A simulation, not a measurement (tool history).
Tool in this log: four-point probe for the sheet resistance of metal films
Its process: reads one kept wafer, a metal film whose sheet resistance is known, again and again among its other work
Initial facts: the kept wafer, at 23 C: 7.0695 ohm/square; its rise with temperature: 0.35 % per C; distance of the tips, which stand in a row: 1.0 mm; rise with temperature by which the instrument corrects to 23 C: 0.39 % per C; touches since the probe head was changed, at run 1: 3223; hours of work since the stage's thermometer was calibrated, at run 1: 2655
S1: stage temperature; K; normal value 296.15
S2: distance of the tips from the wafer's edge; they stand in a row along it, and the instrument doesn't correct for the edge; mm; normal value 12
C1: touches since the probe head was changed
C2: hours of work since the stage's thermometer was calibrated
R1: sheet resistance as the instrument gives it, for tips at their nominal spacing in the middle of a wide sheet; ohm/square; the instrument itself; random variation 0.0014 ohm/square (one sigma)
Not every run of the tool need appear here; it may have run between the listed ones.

{"run": 1, "day": 0.0, "S1": 296.15, "S2": 12, "C1": 3223, "C2": 2655, "R1": 7.060343}
{"run": 2, "day": 1.467, "S1": 296.15, "S2": 12, "C1": 4028, "C2": 2674, "R1": 7.060134}
{"run": 3, "day": 3.992, "S1": 296.15, "S2": 12, "C1": 5413, "C2": 2707, "R1": 7.060969}
{"run": 4, "day": 5.383, "S1": 296.15, "S2": 12, "C1": 6177, "C2": 2725, "R1": 7.059765}
{"run": 5, "day": 8.217, "S1": 296.15, "S2": 13, "C1": 7732, "C2": 2762, "R1": 7.055767}
{"run": 6, "day": 9.458, "S1": 296.15, "S2": 13, "C1": 8412, "C2": 2778, "R1": 7.056243}
{"run": 7, "day": 10.8, "S1": 296.15, "S2": 13, "C1": 9149, "C2": 2795, "R1": 7.058776}
{"run": 8, "day": 12.846, "S1": 296.15, "S2": 13, "C1": 10272, "C2": 2822, "R1": 7.055982}
{"run": 9, "day": 14.842, "S1": 296.15, "S2": 13, "C1": 11365, "C2": 2847, "R1": 7.058724}
{"run": 10, "day": 17.092, "S1": 296.15, "S2": 12, "C1": 12601, "C2": 2877, "R1": 7.062585}
{"run": 11, "day": 19.125, "S1": 296.15, "S2": 12, "C1": 13717, "C2": 2903, "R1": 7.061746}
{"run": 12, "day": 21.288, "S1": 296.15, "S2": 12, "C1": 14903, "C2": 2931, "R1": 7.059694}
{"run": 13, "day": 23.362, "S1": 296.15, "S2": 12, "C1": 16041, "C2": 2958, "R1": 7.060621}
{"run": 14, "day": 25.067, "S1": 301.15, "S2": 12, "C1": 16977, "C2": 2980, "R1": 7.048996}
{"day": 25.633, "done": "stage's thermometer calibrated"}
{"run": 15, "day": 26.458, "S1": 296.15, "S2": 13, "C1": 17729, "C2": 11, "R1": 7.050439}
{"run": 16, "day": 28.083, "S1": 296.15, "S2": 13, "C1": 18620, "C2": 32, "R1": 7.049791}
{"run": 17, "day": 30.375, "S1": 296.15, "S2": 12, "C1": 19876, "C2": 61, "R1": 7.052179}
{"run": 18, "day": 31.775, "S1": 296.15, "S2": 12, "C1": 20646, "C2": 80, "R1": 7.052346}
{"run": 19, "day": 33.004, "S1": 296.15, "S2": 12, "C1": 21319, "C2": 96, "R1": 7.053443}
{"run": 20, "day": 34.646, "S1": 296.15, "S2": 12, "C1": 22220, "C2": 117, "R1": 7.056719}
{"run": 21, "day": 36.979, "S1": 296.15, "S2": 12, "C1": 23500, "C2": 147, "R1": 7.05333}
{"day": 38.662, "done": "stage's thermometer calibrated, once more"}
{"run": 22, "day": 38.788, "S1": 296.15, "S2": 12, "C1": 24481, "C2": 2, "R1": 7.082717}
{"run": 23, "day": 41.467, "S1": 296.15, "S2": 12, "C1": 25951, "C2": 36, "R1": 7.084597}
{"run": 24, "day": 42.708, "S1": 296.15, "S2": 9, "C1": 26631, "C2": 52, "R1": 7.101043}
{"run": 25, "day": 45.154, "S1": 300.15, "S2": 23, "C1": 27975, "C2": 84, "R1": 7.053847}
{"run": 26, "day": 47.879, "S1": 291.15, "S2": 12, "C1": 29469, "C2": 120, "R1": 7.097196}
{"run": 27, "day": 50.658, "S1": 305.15, "S2": 7, "C1": 30994, "C2": 156, "R1": 7.112603}
{"run": 28, "day": 53.242, "S1": 292.15, "S2": 5, "C1": 32411, "C2": 189, "R1": 7.219421}
{"run": 29, "day": 55.571, "S1": 292.15, "S2": 24, "C1": 33689, "C2": 219, "R1": 7.072238}
{"run": 30, "day": 57.521, "S1": 303.15, "S2": 11, "C1": 34761, "C2": 245, "R1": 7.074748}
{"run": 31, "day": 59.808, "S1": 303.15, "S2": 11, "C1": 36015, "C2": 274, "R1": 7.07414}
{"run": 32, "day": 62.312, "S1": 303.15, "S2": 11, "C1": 37388, "C2": 307, "R1": 7.072586}
{"run": 33, "day": 63.688, "S1": 303.15, "S2": 11, "C1": 38143, "C2": 325, "R1": 7.073233}
{"run": 34, "day": 64.892, "S1": 296.15, "S2": 22, "C1": 38803, "C2": 340, "R1": 7.066865}
{"run": 35, "day": 67.412, "S1": 300.15, "S2": 22, "C1": 40186, "C2": 373, "R1": 7.058949}
{"run": 36, "day": 68.683, "S1": 302.15, "S2": 68, "C1": 40885, "C2": 390, "R1": 7.046927}
{"run": 37, "day": 71.433, "S1": 302.15, "S2": 68, "C1": 42393, "C2": 425, "R1": 7.044406}
{"run": 38, "day": 73.125, "S1": 303.15, "S2": 12, "C1": 43321, "C2": 447, "R1": 7.069603}
{"run": 39, "day": 75.267, "S1": 303.15, "S2": 12, "C1": 44496, "C2": 475, "R1": 7.070376}
{"run": 40, "day": 77.688, "S1": 297.15, "S2": 5, "C1": 45823, "C2": 506, "R1": 7.206251}
{"run": 41, "day": 80.054, "S1": 296.15, "S2": 10, "C1": 47122, "C2": 537, "R1": 7.100786}
{"run": 42, "day": 82.496, "S1": 293.15, "S2": 4, "C1": 48463, "C2": 569, "R1": 7.299722}
{"run": 43, "day": 84.3, "S1": 298.15, "S2": 74, "C1": 49452, "C2": 592, "R1": 7.057082}
{"run": 44, "day": 86.85, "S1": 294.15, "S2": 26, "C1": 50851, "C2": 625, "R1": 7.072272}
{"run": 45, "day": 88.625, "S1": 296.15, "S2": 3, "C1": 51825, "C2": 648, "R1": 7.458867}
{"run": 46, "day": 90.042, "S1": 296.15, "S2": 3, "C1": 52601, "C2": 667, "R1": 7.458627}

What if the next run were any one of these 3? Each begins from the tool's condition after run 46:
{"run": "A", "day": 92.796, "S1": 305.15, "S2": 20, "C1": 54114, "C2": 703, "R1": "?"}
{"run": "B", "day": 92.796, "S1": 296.15, "S2": 3, "C1": 54114, "C2": 703, "R1": "?"}
{"run": "C", "day": 92.796, "S1": 307.15, "S2": 7, "C1": 54114, "C2": 703, "R1": "?"}

run=A R1=7.051640
run=B R1=7.459784
run=C R1=7.112013
Stripped of hidden state, with their random variation kept, the same runs would have yielded:
run=A R1=7.059996
run=B R1=7.468679
run=C R1=7.120418
